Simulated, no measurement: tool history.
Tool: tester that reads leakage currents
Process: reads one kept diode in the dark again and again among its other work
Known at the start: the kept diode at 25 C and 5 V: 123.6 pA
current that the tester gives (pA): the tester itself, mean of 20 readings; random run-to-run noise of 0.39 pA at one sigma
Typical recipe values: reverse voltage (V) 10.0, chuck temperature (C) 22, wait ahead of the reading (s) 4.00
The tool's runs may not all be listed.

run,hour,reverse voltage (V),chuck temperature (C),wait ahead of the reading (s),current that the tester gives (pA)
1,0.0,10.0,22,4.00,137.84
2,181.3,10.0,22,4.00,135.61
3,414.9,10.0,22,4.00,132.61
# hour 483.9: probe card cleaned and baked
# hour 562.2: tester calibrated
4,562.2,10.0,22,0.57,115.40
# hour 676.7: chuck's temperature calibrated
5,765.6,10.0,22,0.57,134.01
6,966.7,10.0,22,0.57,130.72
7,1082.9,10.0,22,0.57,129.71
8,1247.0,10.0,24,0.57,148.45
9,1400.2,10.0,24,0.57,145.87
10,1514.8,10.0,22,4.00,118.80
11,1731.3,10.0,22,4.00,116.66
# hour 1766.2: chuck's temperature calibrated
12,1871.4,10.0,22,0.45,141.79
13,2063.1,10.0,22,0.45,138.91
14,2235.7,1.0,22,4.00,46.13
15,2411.7,10.0,22,4.00,127.12
16,2515.6,10.0,22,4.00,126.14
17,2708.7,10.0,22,4.00,123.94
# hour 2864.9: chuck's temperature calibrated
18,2906.8,10.0,22,4.00,144.64
19,3118.2,10.0,22,4.00,142.51
20,3345.9,10.0,22,4.00,138.09
# hour 3519.1: probe card cleaned and baked
21,3544.3,10.0,22,0.61,121.95
# hour 3674.3: tester calibrated
22,3773.3,10.0,22,0.70,119.10
23,3914.6,4.9,22,2.07,83.51
# hour 3965.6: chuck's temperature calibrated
24,4137.8,10.0,32,4.00,282.09
25,4295.1,10.0,32,4.00,275.14
26,4463.5,10.0,32,4.00,269.92
27,4673.3,10.0,32,4.00,262.30
28,4790.5,2.8,25,6.53,86.06
29,4896.1,16.9,21,2.82,140.27
# hour 5063.5: chuck's temperature calibrated
30,5124.0,9.1,32,4.00,281.63
31,5334.6,1.3,22,0.45,55.00
32,5558.5,1.3,22,0.45,53.04
33,5678.0,8.2,60,0.45,1796.45
34,5793.8,8.2,60,0.45,1770.63
35,5987.5,5.7,54,1.61,994.51
36,6093.9,3.2,24,1.61,85.52
# hour 6158.9: chuck's temperature calibrated
37,6281.3,3.2,24,1.61,98.46

How would selected steps in current that the tester gives (pA) from run to run divide? Give the signed amount a tool lacking its hidden state would still show from settings, what came in and random variation, and the signed amount left for the hidden state, including any gauge scatter that is not in both of the compared results.
Hidden conditions of the tool in this case: stray current of the dirty probe card, pA a volt; current scale over the true one, %; true chuck temperature over the reading, C; drift of the gauge itself on leakage_pa, %.
Run 32 -> 33: reverse voltage (V) 1.3 -> 8.2, chuck temperature (C) 22 -> 60. current that the tester gives (pA) +1743.41: hidden state -153.57, all else +1896.98.
Run 34 -> 35: reverse voltage (V) 8.2 -> 5.7, chuck temperature (C) 60 -> 54, wait ahead of the reading (s) 0.45 -> 1.61. current that the tester gives (pA) -776.12: hidden state +48.53, all else -824.65.
Run 35 -> 36: reverse voltage (V) 5.7 -> 3.2, chuck temperature (C) 54 -> 24. current that the tester gives (pA) -908.99: hidden state +122.72, all else -1031.71.

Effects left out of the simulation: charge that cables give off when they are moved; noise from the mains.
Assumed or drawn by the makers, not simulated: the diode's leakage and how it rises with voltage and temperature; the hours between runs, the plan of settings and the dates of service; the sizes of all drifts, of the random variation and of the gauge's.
